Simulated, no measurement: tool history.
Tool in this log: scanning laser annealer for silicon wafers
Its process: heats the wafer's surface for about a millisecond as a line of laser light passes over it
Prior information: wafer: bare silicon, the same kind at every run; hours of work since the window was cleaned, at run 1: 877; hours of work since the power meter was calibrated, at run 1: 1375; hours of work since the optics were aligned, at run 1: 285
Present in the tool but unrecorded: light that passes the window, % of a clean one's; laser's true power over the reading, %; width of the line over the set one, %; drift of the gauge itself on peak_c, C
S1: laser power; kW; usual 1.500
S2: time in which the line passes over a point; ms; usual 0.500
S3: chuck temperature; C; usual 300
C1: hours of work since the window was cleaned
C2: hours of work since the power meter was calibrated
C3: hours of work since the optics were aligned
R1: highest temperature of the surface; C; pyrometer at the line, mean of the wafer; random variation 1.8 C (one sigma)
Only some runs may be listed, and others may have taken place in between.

run 1 hour=0.0 | S1=1.500 S2=0.500 S3=300 | C1=877 C2=1375 C3=285 | R1=1010
run 2 hour=27.0 | S1=1.500 S2=0.500 S3=296 | C1=893 C2=1390 C3=300 | R1=1009
run 3 hour=76.4 | S1=1.500 S2=0.500 S3=296 | C1=921 C2=1419 C3=329 | R1=1009
run 4 hour=117.3 | S1=1.500 S2=0.500 S3=296 | C1=945 C2=1443 C3=353 | R1=1005
-- hour=156.9 window over the wafer cleaned
run 5 hour=173.1 | S1=1.500 S2=0.500 S3=296 | C1=9 C2=1474 C3=384 | R1=1038
run 6 hour=215.5 | S1=1.500 S2=0.500 S3=296 | C1=34 C2=1499 C3=409 | R1=1032
run 7 hour=273.7 | S1=1.500 S2=0.500 S3=296 | C1=68 C2=1532 C3=442 | R1=1032
run 8 hour=315.2 | S1=1.416 S2=0.500 S3=333 | C1=92 C2=1557 C3=467 | R1=1013
run 9 hour=352.5 | S1=1.322 S2=0.516 S3=308 | C1=114 C2=1578 C3=488 | R1=940
run 10 hour=391.8 | S1=1.632 S2=0.500 S3=300 | C1=136 C2=1601 C3=511 | R1=1112
run 11 hour=422.2 | S1=1.611 S2=0.393 S3=268 | C1=154 C2=1619 C3=529 | R1=962

Predict each of these 4 candidate next runs independently; none follows another, all start after run 11:
run A hour=462.9 | S1=1.611 S2=0.504 S3=268 | C1=178 C2=1642 C3=552 | R1=?
run B hour=462.9 | S1=1.500 S2=0.577 S3=268 | C1=178 C2=1642 C3=552 | R1=?
run C hour=462.9 | S1=1.611 S2=0.478 S3=268 | C1=178 C2=1642 C3=552 | R1=?
run D hour=462.9 | S1=1.358 S2=0.409 S3=285 | C1=178 C2=1642 C3=552 | R1=?

run=A R1=1069
run=B R1=1058
run=C R1=1046
run=D R1=856
Had the tool no hidden state, the same runs would have come out as:
run=A R1=1099
run=B R1=1087
run=C R1=1075
run=D R1=877
